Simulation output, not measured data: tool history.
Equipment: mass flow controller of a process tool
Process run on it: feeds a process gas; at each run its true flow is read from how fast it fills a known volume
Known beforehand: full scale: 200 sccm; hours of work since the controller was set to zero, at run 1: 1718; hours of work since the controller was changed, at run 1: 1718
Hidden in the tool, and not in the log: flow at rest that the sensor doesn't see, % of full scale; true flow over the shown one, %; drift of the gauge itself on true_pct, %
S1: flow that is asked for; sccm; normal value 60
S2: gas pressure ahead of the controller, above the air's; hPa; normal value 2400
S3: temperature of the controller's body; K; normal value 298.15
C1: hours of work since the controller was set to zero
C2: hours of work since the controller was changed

Run 1, hour 0.0: usual settings; C1 1718; C2 1718. Result: true flow (%) 98.28.
Run 2, hour 131.0: usual settings; C1 1759; C2 1759. Result: true flow (%) 98.40.
Run 3, hour 264.4: usual settings but S1 102 sccm; C1 1801; C2 1801. Result: true flow (%) 98.50.
Run 4, hour 425.3: usual settings; C1 1851; C2 1851. Result: true flow (%) 98.31.
Run 5, hour 587.8: usual settings; C1 1902; C2 1902. Result: true flow (%) 98.29.
Run 6, hour 747.1: usual settings; C1 1952; C2 1952. Result: true flow (%) 98.40.
Run 7, hour 909.9: usual settings; C1 2004; C2 2004. Result: true flow (%) 98.25.
Run 8, hour 1090.5: usual settings but S3 312.15 K; C1 2060; C2 2060. Result: true flow (%) 99.34.
Run 9, hour 1278.3: usual settings but S3 294.15 K; C1 2119; C2 2119. Result: true flow (%) 98.02.
Run 10, hour 1376.4: usual settings; C1 2150; C2 2150. Result: true flow (%) 98.15.
Run 11, hour 1503.2: usual settings; C1 2190; C2 2190. Result: true flow (%) 98.21.
Run 12, hour 1689.1: usual settings; C1 2248; C2 2248. Result: true flow (%) 98.29.
Run 13, hour 1811.0: usual settings; C1 2287; C2 2287. Result: true flow (%) 98.22.
Run 14, hour 1917.1: usual settings; C1 2320; C2 2320. Result: true flow (%) 98.45.
Run 15, hour 2088.7: usual settings; C1 2374; C2 2374. Result: true flow (%) 98.29.
Run 16, hour 2187.6: usual settings; C1 2405; C2 2405. Result: true flow (%) 98.24.
Run 17, hour 2296.8: usual settings; C1 2439; C2 2439. Result: true flow (%) 98.29.
Run 18, hour 2456.4: usual settings; C1 2490; C2 2490. Result: true flow (%) 98.21.
Run 19, hour 2608.3: usual settings but S1 28 sccm; C1 2537; C2 2537. Result: true flow (%) 98.56.
Run 20, hour 2719.4: usual settings but S1 28 sccm; C1 2572; C2 2572. Result: true flow (%) 98.55.
Run 21, hour 2829.8: usual settings but S3 296.15 K; C1 2607; C2 2607. Result: true flow (%) 98.18.
Run 22, hour 2982.3: usual settings; C1 2655; C2 2655. Result: true flow (%) 98.19.
Run 23, hour 3148.3: usual settings; C1 2707; C2 2707. Result: true flow (%) 98.34.
Run 24, hour 3341.7: usual settings but S3 301.15 K; C1 2768; C2 2768. Result: true flow (%) 98.37.
Run 25, hour 3492.1: usual settings but S1 131 sccm, S3 304.15 K; C1 2815; C2 2815. Result: true flow (%) 98.99.
Run 26, hour 3662.3: usual settings but S1 131 sccm, S3 304.15 K; C1 2868; C2 2868. Result: true flow (%) 98.95.
Run 27, hour 3767.5: usual settings but S1 122 sccm, S2 2640 hPa, S3 310.15 K; C1 2901; C2 2901. Result: true flow (%) 99.44.
Run 28, hour 3933.5: usual settings but S1 42 sccm, S2 1900 hPa, S3 295.15 K; C1 2954; C2 2954. Result: true flow (%) 98.30.
Run 29, hour 4106.3: usual settings but S1 23 sccm; C1 3008; C2 3008. Result: true flow (%) 98.99.
Run 30, hour 4308.0: usual settings but S2 1470 hPa, S3 308.15 K; C1 3071; C2 3071. Result: true flow (%) 99.06.
Run 31, hour 4472.5: usual settings but S1 158 sccm, S2 2550 hPa, S3 312.15 K; C1 3123; C2 3123. Result: true flow (%) 99.69.
Run 32, hour 4661.4: usual settings but S1 158 sccm, S2 1990 hPa, S3 310.15 K; C1 3182; C2 3182. Result: true flow (%) 99.70.
Run 33, hour 4847.2: usual settings but S1 35 sccm, S2 2020 hPa, S3 294.15 K; C1 3241; C2 3241. Result: true flow (%) 98.24.
Run 34, hour 4932.8: usual settings but S1 36 sccm, S2 2320 hPa, S3 297.15 K; C1 3268; C2 3268. Result: true flow (%) 98.39.
Run 35, hour 5083.6: usual settings but S1 26 sccm, S2 2340 hPa, S3 295.15 K; C1 3315; C2 3315. Result: true flow (%) 98.57.
Run 36, hour 5180.6: usual settings but S1 20 sccm; C1 3345; C2 3345. Result: true flow (%) 99.22.
Run 37, hour 5331.5: usual settings but S1 21 sccm; C1 3393; C2 3393. Result: true flow (%) 99.23.
Run 38, hour 5533.6: usual settings but S1 21 sccm; C1 3456; C2 3456. Result: true flow (%) 99.30.
Run 39, hour 5674.4: usual settings but S1 21 sccm, S2 2470 hPa, S3 305.15 K; C1 3501; C2 3501. Result: true flow (%) 99.80.
Run 40, hour 5802.2: usual settings but S1 176 sccm, S2 2370 hPa, S3 296.15 K; C1 3541; C2 3541. Result: true flow (%) 98.65.
Run 41, hour 5966.0: usual settings but S1 98 sccm, S2 2370 hPa, S3 296.15 K; C1 3592; C2 3592. Result: true flow (%) 98.02.
Run 42, hour 6055.9: usual settings but S1 41 sccm, S2 2340 hPa, S3 301.15 K; C1 3621; C2 3621. Result: true flow (%) 98.66.
Run 43, hour 6260.2: usual settings but S1 23 sccm, S2 1500 hPa, S3 305.15 K; C1 3685; C2 3685. Result: true flow (%) 99.82.
Run 44, hour 6382.4: usual settings but S1 163 sccm, S2 1440 hPa, S3 306.15 K; C1 3723; C2 3723. Result: true flow (%) 99.41.
Run 45, hour 6557.0: usual settings but S1 167 sccm, S2 1440 hPa, S3 306.15 K; C1 3778; C2 3778. Result: true flow (%) 99.49.
Run 46, hour 6711.8: usual settings but S1 62 sccm, S2 1900 hPa, S3 305.15 K; C1 3827; C2 3827. Result: true flow (%) 98.79.
Run 47, hour 6848.5: usual settings but S1 20 sccm, S2 2270 hPa, S3 293.15 K; C1 3870; C2 3870. Result: true flow (%) 99.20.
Run 48, hour 6969.3: usual settings but S1 55 sccm, S2 1480 hPa; C1 3907; C2 3907. Result: true flow (%) 98.40.

Alternative continuations, all from the tool just after run 48; predict every row:
Run A, hour 7079.7: usual settings but S3 294.15 K; C1 3942; C2 3942. Result: true flow (%) ?.
Run B, hour 7079.7: usual settings but S1 36 sccm, S2 2250 hPa, S3 308.15 K; C1 3942; C2 3942. Result: true flow (%) ?.
Run C, hour 7079.7: usual settings but S1 30 sccm, S2 2080 hPa; C1 3942; C2 3942. Result: true flow (%) ?.
Run D, hour 7079.7: usual settings but S1 80 sccm, S2 2530 hPa, S3 312.15 K; C1 3942; C2 3942. Result: true flow (%) ?.

run  true flow (%)
  A          98.00
  B          99.26
  C          98.83
  D          99.20
With the hidden condition removed and each run's random variation left untouched, the same runs would have given:
run  true flow (%)
  A          98.42
  B          99.11
  C          98.40
  D          99.84
